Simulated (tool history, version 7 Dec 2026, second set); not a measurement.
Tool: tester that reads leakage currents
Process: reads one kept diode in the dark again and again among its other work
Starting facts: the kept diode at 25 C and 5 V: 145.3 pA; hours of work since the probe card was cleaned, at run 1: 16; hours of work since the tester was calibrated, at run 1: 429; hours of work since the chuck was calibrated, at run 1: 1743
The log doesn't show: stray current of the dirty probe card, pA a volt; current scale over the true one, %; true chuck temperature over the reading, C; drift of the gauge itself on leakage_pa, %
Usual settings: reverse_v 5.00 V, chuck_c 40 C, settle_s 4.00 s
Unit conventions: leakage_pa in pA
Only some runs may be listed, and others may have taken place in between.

run,hour,reverse_v,chuck_c,settle_s,hours of work since the probe card was cleaned,hours of work since the tester was calibrated,hours of work since the chuck was calibrated,leakage_pa
1,0.0,5.00,40,4.00,16,429,1743,506.95
2,156.5,5.00,38,4.00,98,511,1825,440.82
3,312.1,5.00,40,4.00,180,593,1907,513.67
4,435.0,5.00,40,4.00,245,657,1971,516.12
5,569.0,5.00,40,4.00,315,727,2041,515.57
# hour 585.4: chuck's temperature calibrated
6,647.9,5.00,40,0.52,355,768,33,455.44
7,770.7,5.00,40,0.52,420,832,97,456.07
8,899.9,2.06,40,4.00,488,900,165,319.16
9,980.7,2.06,40,4.00,530,943,208,317.87
10,1104.5,5.00,38,4.00,595,1008,273,397.19
11,1267.4,5.00,38,4.00,681,1093,358,399.30
12,1405.8,5.00,38,4.00,753,1166,431,402.19
13,1561.1,5.00,38,4.00,835,1247,512,404.23
14,1708.1,5.00,40,4.00,912,1324,589,469.20
15,1888.9,5.00,40,4.00,1007,1419,684,470.98
16,1978.1,14.70,40,5.73,1054,1466,731,731.56
17,2150.4,1.06,21,5.73,1144,1557,822,60.35
18,2323.9,1.06,21,5.73,1235,1648,913,60.85
19,2505.1,1.06,53,1.46,1330,1743,1008,625.68
20,2658.5,8.58,40,4.00,1411,1823,1088,602.33
21,2820.2,5.00,53,4.00,1496,1908,1173,1185.26
22,2957.9,4.34,32,6.01,1568,1981,1246,258.13
23,3055.7,4.42,32,4.94,1619,2032,1297,262.75
24,3218.8,5.64,32,4.56,1705,2118,1382,292.00
25,3294.1,5.64,32,4.56,1745,2157,1422,292.05

Forecast run 26:
26,3439.1,5.64,32,4.56,1821,2233,1498,?

Run 26 produced leakage_pa 293.44 pA.
The same run, on a tool lacking any hidden state, would have yielded leakage_pa 262.07 pA.

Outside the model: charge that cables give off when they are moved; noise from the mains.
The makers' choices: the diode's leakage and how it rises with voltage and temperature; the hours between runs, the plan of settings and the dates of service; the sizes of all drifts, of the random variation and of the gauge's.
